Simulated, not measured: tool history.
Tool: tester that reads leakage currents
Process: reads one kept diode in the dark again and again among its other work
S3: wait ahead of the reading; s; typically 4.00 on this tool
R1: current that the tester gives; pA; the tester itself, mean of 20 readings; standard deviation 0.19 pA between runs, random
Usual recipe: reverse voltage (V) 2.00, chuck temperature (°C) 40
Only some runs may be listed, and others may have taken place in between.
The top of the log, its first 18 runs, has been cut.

At hour 924.1: probe card cleaned and baked.
Run 19, hour 984.5: usual settings but reverse voltage (V) 4.60, S3 0.35 s. Result: R1 110.69 pA.
Run 20, hour 1019.0: usual settings but reverse voltage (V) 1.73. Result: R1 68.66 pA.
Run 21, hour 1079.7: usual settings but reverse voltage (V) 3.29, S3 7.59 s. Result: R1 92.34 pA.
Run 22, hour 1118.9: usual settings but reverse voltage (V) 3.29, S3 7.59 s. Result: R1 92.17 pA.
Run 23, hour 1161.6: usual settings but reverse voltage (V) 3.29, S3 7.59 s. Result: R1 92.72 pA.
Run 24, hour 1222.3: usual settings but reverse voltage (V) 1.33, S3 0.39 s. Result: R1 62.10 pA.
Run 25, hour 1266.4: usual settings but reverse voltage (V) 2.25, chuck temperature (°C) 21, S3 0.63 s. Result: R1 17.74 pA.
At hour 1274.5: probe card cleaned and baked, once more.
Run 26, hour 1335.6: usual settings but reverse voltage (V) 2.25, chuck temperature (°C) 21, S3 0.63 s. Result: R1 16.75 pA.
Run 27, hour 1370.3: usual settings but reverse voltage (V) 2.25, chuck temperature (°C) 21, S3 0.63 s. Result: R1 16.68 pA.
Run 28, hour 1429.7: usual settings but reverse voltage (V) 2.25, chuck temperature (°C) 21, S3 0.63 s. Result: R1 16.75 pA.
Run 29, hour 1469.1: usual settings but reverse voltage (V) 2.14, chuck temperature (°C) 29, S3 9.88 s. Result: R1 30.96 pA.
Run 30, hour 1525.5: usual settings but reverse voltage (V) 2.14, chuck temperature (°C) 29, S3 9.88 s. Result: R1 31.14 pA.
At hour 1552.3: chuck's temperature calibrated.
Run 31, hour 1591.7: usual settings but reverse voltage (V) 2.86, chuck temperature (°C) 23, S3 5.06 s. Result: R1 17.36 pA.
Run 32, hour 1632.6: usual settings but reverse voltage (V) 2.86, chuck temperature (°C) 29, S3 6.14 s. Result: R1 29.28 pA.
Run 33, hour 1665.1: usual settings but reverse voltage (V) 2.86, chuck temperature (°C) 29, S3 6.14 s. Result: R1 29.41 pA.
Run 34, hour 1702.1: usual settings but reverse voltage (V) 2.86, chuck temperature (°C) 29, S3 6.14 s. Result: R1 29.46 pA.
Run 35, hour 1740.3: usual settings but reverse voltage (V) 19.96, chuck temperature (°C) 28, S3 3.05 s. Result: R1 68.68 pA.
Run 36, hour 1768.8: usual settings but reverse voltage (V) 19.96, chuck temperature (°C) 26, S3 0.54 s. Result: R1 68.11 pA.
Run 37, hour 1827.9: usual settings but reverse voltage (V) 4.71, chuck temperature (°C) 56, S3 3.10 s. Result: R1 315.71 pA.
Run 38, hour 1883.1: usual settings but reverse voltage (V) 17.34, chuck temperature (°C) 37, S3 2.47 s. Result: R1 135.91 pA.
Run 39, hour 1927.8: usual settings but reverse voltage (V) 17.34, chuck temperature (°C) 45, S3 2.47 s. Result: R1 252.47 pA.
Run 40, hour 1993.9: usual settings but reverse voltage (V) 8.31. Result: R1 121.52 pA.

Forecast each of these 4 alternatives for the next run:
Run A, hour 2060.9: usual settings but reverse voltage (V) 4.18, chuck temperature (°C) 41, S3 0.64 s. Result: R1 ?.
Run B, hour 2060.9: usual settings but reverse voltage (V) 1.50, S3 2.48 s. Result: R1 ?.
Run C, hour 2060.9: usual settings but reverse voltage (V) 1.91, chuck temperature (°C) 28, S3 1.65 s. Result: R1 ?.
Run D, hour 2060.9: usual settings but reverse voltage (V) 1.08, chuck temperature (°C) 44, S3 1.31 s. Result: R1 ?.

run     R1
  A  98.31
  B  56.02
  C  23.48
  D  66.13
Take away the tool's hidden state, keep each run's random variation, and the runs would have read:
run     R1
  A  94.33
  B  53.90
  C  22.27
  D  63.82

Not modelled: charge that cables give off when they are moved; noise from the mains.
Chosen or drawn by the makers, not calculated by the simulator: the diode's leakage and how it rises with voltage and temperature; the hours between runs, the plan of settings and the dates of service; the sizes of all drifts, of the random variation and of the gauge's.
